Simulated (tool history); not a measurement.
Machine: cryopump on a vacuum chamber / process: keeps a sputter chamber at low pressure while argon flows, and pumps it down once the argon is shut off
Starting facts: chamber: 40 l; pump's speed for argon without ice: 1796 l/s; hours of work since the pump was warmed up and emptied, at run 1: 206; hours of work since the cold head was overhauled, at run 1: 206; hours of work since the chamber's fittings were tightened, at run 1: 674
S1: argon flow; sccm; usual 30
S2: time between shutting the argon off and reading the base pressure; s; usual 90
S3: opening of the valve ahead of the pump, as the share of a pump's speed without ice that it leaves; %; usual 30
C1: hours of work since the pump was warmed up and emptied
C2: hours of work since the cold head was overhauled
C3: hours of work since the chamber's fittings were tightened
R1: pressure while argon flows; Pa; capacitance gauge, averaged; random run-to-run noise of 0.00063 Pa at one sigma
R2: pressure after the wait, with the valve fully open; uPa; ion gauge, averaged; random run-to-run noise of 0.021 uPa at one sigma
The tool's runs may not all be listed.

{"run": 1, "day": 0.0, "S1": 30, "S2": 90, "S3": 30, "C1": 206, "C2": 206, "C3": 674, "R1": 0.098, "R2": 0.96}
{"run": 2, "day": 0.55, "S1": 30, "S2": 90, "S3": 30, "C1": 214, "C2": 214, "C3": 682, "R1": 0.0962, "R2": 1.04}
{"run": 3, "day": 1.312, "S1": 30, "S2": 90, "S3": 30, "C1": 224, "C2": 224, "C3": 693, "R1": 0.0977, "R2": 1.04}
{"run": 4, "day": 2.175, "S1": 21, "S2": 90, "S3": 30, "C1": 236, "C2": 236, "C3": 705, "R1": 0.068, "R2": 1.03}
{"run": 5, "day": 2.75, "S1": 21, "S2": 90, "S3": 59, "C1": 245, "C2": 245, "C3": 713, "R1": 0.0361, "R2": 1.09}
{"run": 6, "day": 3.467, "S1": 21, "S2": 90, "S3": 59, "C1": 255, "C2": 255, "C3": 723, "R1": 0.0362, "R2": 1.09}
{"run": 7, "day": 4.438, "S1": 13, "S2": 90, "S3": 59, "C1": 268, "C2": 268, "C3": 736, "R1": 0.0224, "R2": 1.08}
{"run": 8, "day": 5.371, "S1": 13, "S2": 90, "S3": 59, "C1": 281, "C2": 281, "C3": 749, "R1": 0.0228, "R2": 1.09}
{"run": 9, "day": 5.833, "S1": 13, "S2": 90, "S3": 59, "C1": 288, "C2": 288, "C3": 756, "R1": 0.0225, "R2": 1.14}
{"run": 10, "day": 6.708, "S1": 30, "S2": 90, "S3": 30, "C1": 300, "C2": 300, "C3": 768, "R1": 0.0988, "R2": 1.16}
{"run": 11, "day": 7.696, "S1": 30, "S2": 90, "S3": 30, "C1": 314, "C2": 314, "C3": 782, "R1": 0.0979, "R2": 1.18}
{"run": 12, "day": 8.429, "S1": 30, "S2": 90, "S3": 30, "C1": 324, "C2": 324, "C3": 792, "R1": 0.0989, "R2": 1.18}
{"run": 13, "day": 9.221, "S1": 30, "S2": 90, "S3": 30, "C1": 335, "C2": 335, "C3": 803, "R1": 0.0992, "R2": 1.16}
{"run": 14, "day": 9.879, "S1": 30, "S2": 90, "S3": 30, "C1": 344, "C2": 344, "C3": 812, "R1": 0.098, "R2": 1.16}
{"run": 15, "day": 10.383, "S1": 30, "S2": 90, "S3": 21, "C1": 351, "C2": 351, "C3": 819, "R1": 0.1392, "R2": 1.19}
{"run": 16, "day": 11.179, "S1": 30, "S2": 90, "S3": 21, "C1": 362, "C2": 362, "C3": 830, "R1": 0.141, "R2": 1.16}
{"run": 17, "day": 11.85, "S1": 30, "S2": 90, "S3": 21, "C1": 371, "C2": 371, "C3": 840, "R1": 0.1389, "R2": 1.21}
{"run": 18, "day": 12.733, "S1": 13, "S2": 223, "S3": 30, "C1": 384, "C2": 384, "C3": 852, "R1": 0.043, "R2": 1.07}
{"run": 19, "day": 13.312, "S1": 22, "S2": 256, "S3": 37, "C1": 392, "C2": 392, "C3": 860, "R1": 0.061, "R2": 1.06}
{"run": 20, "day": 14.3, "S1": 35, "S2": 90, "S3": 30, "C1": 406, "C2": 406, "C3": 874, "R1": 0.1172, "R2": 1.29}
{"run": 21, "day": 14.867, "S1": 13, "S2": 90, "S3": 16, "C1": 414, "C2": 414, "C3": 882, "R1": 0.0794, "R2": 1.27}
{"run": 22, "day": 15.796, "S1": 30, "S2": 90, "S3": 53, "C1": 427, "C2": 427, "C3": 895, "R1": 0.0594, "R2": 1.33}
{"run": 23, "day": 16.558, "S1": 16, "S2": 90, "S3": 16, "C1": 437, "C2": 437, "C3": 906, "R1": 0.0984, "R2": 1.3}
{"run": 24, "day": 17.317, "S1": 16, "S2": 90, "S3": 16, "C1": 448, "C2": 448, "C3": 916, "R1": 0.0977, "R2": 1.3}
{"run": 25, "day": 18.112, "S1": 38, "S2": 62, "S3": 30, "C1": 459, "C2": 459, "C3": 927, "R1": 0.1284, "R2": 1.47}
{"run": 26, "day": 18.629, "S1": 23, "S2": 90, "S3": 34, "C1": 466, "C2": 466, "C3": 934, "R1": 0.0683, "R2": 1.31}
{"run": 27, "day": 19.621, "S1": 23, "S2": 90, "S3": 34, "C1": 480, "C2": 480, "C3": 948, "R1": 0.0694, "R2": 1.37}
{"run": 28, "day": 20.492, "S1": 33, "S2": 90, "S3": 30, "C1": 492, "C2": 492, "C3": 960, "R1": 0.1113, "R2": 1.39}
{"run": 29, "day": 21.029, "S1": 21, "S2": 28, "S3": 35, "C1": 500, "C2": 500, "C3": 968, "R1": 0.0628, "R2": 1.96}
{"run": 30, "day": 22.046, "S1": 21, "S2": 28, "S3": 35, "C1": 514, "C2": 514, "C3": 982, "R1": 0.0622, "R2": 2.02}
{"run": 31, "day": 22.929, "S1": 30, "S2": 90, "S3": 18, "C1": 526, "C2": 526, "C3": 994, "R1": 0.1666, "R2": 1.45}
{"run": 32, "day": 23.612, "S1": 23, "S2": 90, "S3": 30, "C1": 536, "C2": 536, "C3": 1004, "R1": 0.0782, "R2": 1.49}
{"run": 33, "day": 24.462, "S1": 34, "S2": 32, "S3": 46, "C1": 547, "C2": 547, "C3": 1016, "R1": 0.0796, "R2": 1.96}
{"run": 34, "day": 25.196, "S1": 51, "S2": 38, "S3": 37, "C1": 558, "C2": 558, "C3": 1026, "R1": 0.1444, "R2": 1.82}

Below are 4 alternative next runs, each starting from the tool's condition after run 34. Predict each:
{"run": "A", "day": 26.192, "S1": 13, "S2": 60, "S3": 18, "C1": 572, "C2": 572, "C3": 1040, "R1": "?", "R2": "?"}
{"run": "B", "day": 26.192, "S1": 29, "S2": 29, "S3": 23, "C1": 572, "C2": 572, "C3": 1040, "R1": "?", "R2": "?"}
{"run": "C", "day": 26.192, "S1": 51, "S2": 38, "S3": 20, "C1": 572, "C2": 572, "C3": 1040, "R1": "?", "R2": "?"}
{"run": "D", "day": 26.192, "S1": 30, "S2": 37, "S3": 30, "C1": 572, "C2": 572, "C3": 1040, "R1": "?", "R2": "?"}

run=A R1=0.0717 R2=1.66
run=B R1=0.1282 R2=2.05
run=C R1=0.2546 R2=1.90
run=D R1=0.1042 R2=1.92
Take away the tool's hidden state, keep each run's random variation, and the runs would have read:
run=A R1=0.0677 R2=0.58
run=B R1=0.1194 R2=1.00
run=C R1=0.2392 R2=0.85
run=D R1=0.0951 R2=0.85

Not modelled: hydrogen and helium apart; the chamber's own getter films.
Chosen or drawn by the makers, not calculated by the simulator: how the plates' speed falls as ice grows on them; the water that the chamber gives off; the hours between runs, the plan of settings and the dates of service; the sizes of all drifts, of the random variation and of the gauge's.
